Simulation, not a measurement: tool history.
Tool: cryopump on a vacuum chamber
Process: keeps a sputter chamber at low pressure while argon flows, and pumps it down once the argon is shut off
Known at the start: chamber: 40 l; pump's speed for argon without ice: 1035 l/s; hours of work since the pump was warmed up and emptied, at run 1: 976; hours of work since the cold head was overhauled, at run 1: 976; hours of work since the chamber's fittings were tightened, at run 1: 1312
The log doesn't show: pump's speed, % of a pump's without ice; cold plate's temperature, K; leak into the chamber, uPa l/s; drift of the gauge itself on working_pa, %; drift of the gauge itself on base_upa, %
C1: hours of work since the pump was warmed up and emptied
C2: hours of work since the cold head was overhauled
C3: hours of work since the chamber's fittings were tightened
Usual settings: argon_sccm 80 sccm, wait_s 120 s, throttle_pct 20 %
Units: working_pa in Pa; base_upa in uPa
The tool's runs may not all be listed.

Run 1, hour 0: usual settings; C1 976; C2 976; C3 1312. Result: working_pa 0.6807 Pa, base_upa 3.86 uPa.
Run 2, hour 42.4: usual settings but throttle_pct 41 %; C1 1005; C2 1005; C3 1342. Result: working_pa 0.3431 Pa, base_upa 3.96 uPa.
Run 3, hour 82.3: usual settings but throttle_pct 41 %; C1 1033; C2 1033; C3 1369. Result: working_pa 0.3457 Pa, base_upa 3.95 uPa.
Run 4, hour 116.1: usual settings but throttle_pct 41 %; C1 1056; C2 1056; C3 1392. Result: working_pa 0.3448 Pa, base_upa 4.1 uPa.
At hour 167.2: pump warmed up, emptied and cooled again.
Run 5, hour 167.2: usual settings but throttle_pct 41 %; C1 0; C2 1088; C3 1424. Result: working_pa 0.3201 Pa, base_upa 3.61 uPa.
Run 6, hour 209.7: usual settings but throttle_pct 41 %; C1 29; C2 1117; C3 1453. Result: working_pa 0.3206 Pa, base_upa 3.61 uPa.
Run 7, hour 233.8: usual settings but wait_s 106 s; C1 46; C2 1134; C3 1470. Result: working_pa 0.6534 Pa, base_upa 3.83 uPa.
Run 8, hour 265.1: usual settings but wait_s 106 s; C1 67; C2 1155; C3 1492. Result: working_pa 0.6564 Pa, base_upa 3.88 uPa.
Run 9, hour 298.2: usual settings but throttle_pct 37 %; C1 90; C2 1178; C3 1514. Result: working_pa 0.3554 Pa, base_upa 3.84 uPa.
Run 10, hour 332.9: usual settings but throttle_pct 37 %; C1 114; C2 1202; C3 1538. Result: working_pa 0.3567 Pa, base_upa 3.78 uPa.
Run 11, hour 370.9: usual settings but throttle_pct 37 %; C1 140; C2 1228; C3 1564. Result: working_pa 0.3589 Pa, base_upa 4 uPa.
Run 12, hour 403: usual settings but wait_s 50 s; C1 162; C2 1250; C3 1587. Result: working_pa 0.6588 Pa, base_upa 5.4 uPa.
Run 13, hour 439.6: usual settings but wait_s 50 s; C1 188; C2 1275; C3 1612. Result: working_pa 0.6579 Pa, base_upa 5.4 uPa.
Run 14, hour 469.5: usual settings but wait_s 50 s; C1 208; C2 1296; C3 1632. Result: working_pa 0.6589 Pa, base_upa 5.47 uPa.
Run 15, hour 514.3: usual settings but wait_s 50 s; C1 239; C2 1327; C3 1663. Result: working_pa 0.6618 Pa, base_upa 5.58 uPa.
Run 16, hour 548.8: usual settings; C1 263; C2 1351; C3 1687. Result: working_pa 0.6575 Pa, base_upa 4.11 uPa.
Run 17, hour 587: usual settings; C1 289; C2 1377; C3 1713. Result: working_pa 0.6589 Pa, base_upa 4.17 uPa.
Run 18, hour 610.4: usual settings; C1 305; C2 1393; C3 1729. Result: working_pa 0.6587 Pa, base_upa 4.25 uPa.
Run 19, hour 635.6: usual settings; C1 323; C2 1410; C3 1747. Result: working_pa 0.6635 Pa, base_upa 4.26 uPa.
Run 20, hour 668.8: usual settings but argon_sccm 83 sccm, wait_s 144 s, throttle_pct 54 %; C1 346; C2 1433; C3 1770. Result: working_pa 0.2599 Pa, base_upa 4.06 uPa.
Run 21, hour 696.5: usual settings but argon_sccm 47 sccm, wait_s 79 s; C1 365; C2 1452; C3 1789. Result: working_pa 0.3889 Pa, base_upa 4.88 uPa.
Run 22, hour 730.3: usual settings but argon_sccm 47 sccm, wait_s 79 s; C1 388; C2 1476; C3 1812. Result: working_pa 0.3898 Pa, base_upa 4.87 uPa.
Run 23, hour 757.7: usual settings but argon_sccm 47 sccm, wait_s 79 s; C1 407; C2 1495; C3 1831. Result: working_pa 0.3904 Pa, base_upa 5.1 uPa.
Run 24, hour 797.9: usual settings but argon_sccm 56 sccm, wait_s 138 s; C1 435; C2 1522; C3 1859. Result: working_pa 0.4657 Pa, base_upa 4.04 uPa.
Run 25, hour 831.5: usual settings but argon_sccm 56 sccm, wait_s 138 s; C1 458; C2 1545; C3 1882. Result: working_pa 0.4641 Pa, base_upa 4.33 uPa.
Run 26, hour 873.8: usual settings but argon_sccm 56 sccm, wait_s 138 s; C1 487; C2 1575; C3 1911. Result: working_pa 0.4682 Pa, base_upa 4.38 uPa.
Run 27, hour 904.3: usual settings but argon_sccm 56 sccm, wait_s 69 s; C1 508; C2 1596; C3 1932. Result: working_pa 0.4684 Pa, base_upa 5.16 uPa.
Run 28, hour 925.1: usual settings but argon_sccm 49 sccm, wait_s 69 s, throttle_pct 60 %; C1 522; C2 1610; C3 1946. Result: working_pa 0.1407 Pa, base_upa 5.42 uPa.
Run 29, hour 947.1: usual settings but argon_sccm 49 sccm, wait_s 254 s, throttle_pct 29 %; C1 537; C2 1625; C3 1961. Result: working_pa 0.2848 Pa, base_upa 4.11 uPa.
Run 30, hour 970.6: usual settings but argon_sccm 49 sccm, wait_s 254 s, throttle_pct 29 %; C1 553; C2 1641; C3 1978. Result: working_pa 0.2823 Pa, base_upa 4.02 uPa.
Run 31, hour 992.9: usual settings but wait_s 38 s; C1 569; C2 1657; C3 1993. Result: working_pa 0.67 Pa, base_upa 7.19 uPa.
Run 32, hour 1025.3: usual settings but wait_s 38 s; C1 591; C2 1679; C3 2015. Result: working_pa 0.6644 Pa, base_upa 7.12 uPa.
Run 33, hour 1058.2: usual settings but wait_s 38 s; C1 614; C2 1702; C3 2038. Result: working_pa 0.6716 Pa, base_upa 7.26 uPa.
Run 34, hour 1094.1: usual settings but wait_s 38 s; C1 639; C2 1726; C3 2063. Result: working_pa 0.6661 Pa, base_upa 7.27 uPa.

Forecast each of these 4 alternatives for the next run:
Run A, hour 1117.4: usual settings but argon_sccm 93 sccm, throttle_pct 57 %; C1 655; C2 1742; C3 2079. Result: working_pa ?, base_upa ?.
Run B, hour 1117.4: usual settings but argon_sccm 75 sccm, wait_s 60 s, throttle_pct 37 %; C1 655; C2 1742; C3 2079. Result: working_pa ?, base_upa ?.
Run C, hour 1117.4: usual settings but throttle_pct 35 %; C1 655; C2 1742; C3 2079. Result: working_pa ?, base_upa ?.
Run D, hour 1117.4: usual settings but throttle_pct 21 %; C1 655; C2 1742; C3 2079. Result: working_pa ?, base_upa ?.

run  working_pa  base_upa
  A       0.286      4.99
  B      0.3476      6.02
  C      0.3899      5.05
  D      0.6365      5.03
Without the tool's hidden state the same runs would have given:
run  working_pa  base_upa
  A      0.2668       1.4
  B      0.3321      2.47
  C      0.3734      1.41
  D      0.6201      1.42
